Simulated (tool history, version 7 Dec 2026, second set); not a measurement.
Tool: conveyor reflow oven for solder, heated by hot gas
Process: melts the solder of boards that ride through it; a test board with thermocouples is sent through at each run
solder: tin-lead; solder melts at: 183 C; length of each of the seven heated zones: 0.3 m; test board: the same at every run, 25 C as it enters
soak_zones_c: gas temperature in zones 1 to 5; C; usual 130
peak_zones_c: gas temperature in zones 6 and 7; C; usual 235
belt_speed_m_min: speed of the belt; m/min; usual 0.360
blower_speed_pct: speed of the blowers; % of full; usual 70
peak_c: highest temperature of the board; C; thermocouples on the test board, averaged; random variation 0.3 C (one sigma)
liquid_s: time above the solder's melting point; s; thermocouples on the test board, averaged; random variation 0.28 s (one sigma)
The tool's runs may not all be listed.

run	day	soak_zones_c	peak_zones_c	belt_speed_m_min	blower_speed_pct	peak_c	liquid_s
1	0.000	130	235	0.360	70	220.3	75.7
2	1.121	130	235	0.360	70	220.1	74.9
3	3.100	130	235	0.360	70	219.8	75.1
4	4.050	130	235	0.426	70	214.4	56.9
5	6.304	130	235	0.426	70	213.9	57.0
6	8.442	130	235	0.426	70	213.9	56.9
7	10.496	130	235	0.426	70	213.8	56.7
# day 11.271: flux residue cleaned out of gas plates and filters
8	11.971	130	235	0.360	52	215.3	68.7
9	13.129	130	235	0.334	70	222.9	84.6
10	14.867	130	232	0.360	70	217.4	73.9
11	17.088	130	232	0.360	70	218.5	73.4
12	18.883	130	232	0.360	70	218.1	73.2
13	20.021	130	235	0.364	70	220.3	74.2
14	21.104	130	235	0.360	70	220.3	75.4
15	23.162	130	235	0.349	70	221.5	79.2
16	24.283	130	235	0.349	70	221.2	78.9
# day 26.454: flux residue cleaned out of gas plates and filters
17	26.638	130	235	0.378	70	219.9	71.4
18	28.212	130	245	0.322	70	234.1	96.9
19	29.196	130	245	0.322	70	234.2	96.5
20	30.908	130	245	0.322	67	232.7	96.2
21	31.967	130	245	0.322	67	232.9	96.2
22	34.117	141	241	0.322	67	230.4	98.9
23	35.604	130	235	0.374	73	220.1	72.8
24	36.846	144	235	0.360	70	222.5	83.8
25	38.121	129	235	0.360	82	223.4	78.6
26	39.575	129	235	0.360	82	223.0	78.1
# day 41.496: flux residue cleaned out of gas plates and filters
27	41.496	124	235	0.360	64	220.1	72.7
28	42.812	124	235	0.394	59	214.4	60.7
29	44.754	124	239	0.394	63	219.0	65.6
30	46.646	129	239	0.394	53	216.9	63.7

Hidden state or all else? Some run-to-run changes of peak_c, split into what the settings, what came in and random variation would give without the hidden state, and what is left for the hidden state (with any gauge scatter that isn't in both results):
The hidden state here: heat that the gas passes to the board, % of a clean oven's; belt's true speed, % of the reading; true gas temperature in zones 6 and 7 over the reading, C; drift of the gauge itself on peak_c, C; drift of the gauge itself on liquid_s, %.
Run 7 -> 8: belt_speed_m_min 0.426 -> 0.360, blower_speed_pct 70 -> 52, flux residue cleaned out of gas plates and filters. peak_c +1.5 C: hidden state +1.5, all else +0.0.
Run 8 -> 9: belt_speed_m_min 0.360 -> 0.334, blower_speed_pct 52 -> 70. peak_c +7.6 C: hidden state -0.1, all else +7.7.
Run 16 -> 17: belt_speed_m_min 0.349 -> 0.378, flux residue cleaned out of gas plates and filters. peak_c -1.3 C: hidden state +1.0, all else -2.3.
Run 17 -> 18: peak_zones_c 235 -> 245, belt_speed_m_min 0.378 -> 0.322. peak_c +14.2 C: hidden state +0.0, all else +14.2.
Run 22 -> 23: soak_zones_c 141 -> 130, peak_zones_c 241 -> 235, belt_speed_m_min 0.322 -> 0.374, blower_speed_pct 67 -> 73. peak_c -10.3 C: hidden state -0.2, all else -10.1.
Run 26 -> 27: soak_zones_c 129 -> 124, blower_speed_pct 82 -> 64, flux residue cleaned out of gas plates and filters. peak_c -2.9 C: hidden state +1.4, all else -4.3.
